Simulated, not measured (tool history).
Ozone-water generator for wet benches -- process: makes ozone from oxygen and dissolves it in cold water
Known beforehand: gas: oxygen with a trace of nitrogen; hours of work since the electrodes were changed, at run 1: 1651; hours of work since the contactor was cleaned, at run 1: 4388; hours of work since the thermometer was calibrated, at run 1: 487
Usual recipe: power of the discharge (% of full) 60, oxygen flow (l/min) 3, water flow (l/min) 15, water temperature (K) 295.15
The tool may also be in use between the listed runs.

run   hour  power of the discharge (% of full)  oxygen flow (l/min)  water flow (l/min)  water temperature (K)  hours of work since the electrodes were changed  hours of work since the contactor was cleaned  hours of work since the thermometer was calibrated  dissolved ozone (ppm)  ozone in the gas ahead of the water (g/m3)
  1      0                                  60                    3                  15                 295.15                                             1651                                           4388                                                 487                   12.1                                       141.7
  2   87.1                                  60                    3                  15                 295.15                                             1726                                           4463                                                 563                   12.1                                       142.2
  3  125.2                                  60                    3                  15                 295.15                                             1759                                           4497                                                 596                   12.1                                       143.6
  4  202.6                                  60                    3                  15                 295.15                                             1826                                           4564                                                 663                   11.9                                       141.9
  5  282.4                                  60                    3                  15                 295.15                                             1896                                           4633                                                 732                     12                                       143.1
  6  363.8                                  60                    3                  15                 295.15                                             1966                                           4704                                                 803                   11.9                                       143.5
  7  401.9                                  86                 3.43                  16                 290.15                                             1999                                           4737                                                 836                   14.8                                       162.6

Forecast run 8:
  8  441.2                                  86                 3.43                  16                 290.15                                             2034                                           4771                                                 870                      ?                                           ?

dissolved ozone (ppm): 14.7
ozone in the gas ahead of the water (g/m3): 159.4
The same run, on a tool lacking any hidden state, would have yielded dissolved ozone (ppm) 16.2, ozone in the gas ahead of the water (g/m3) 166.1.
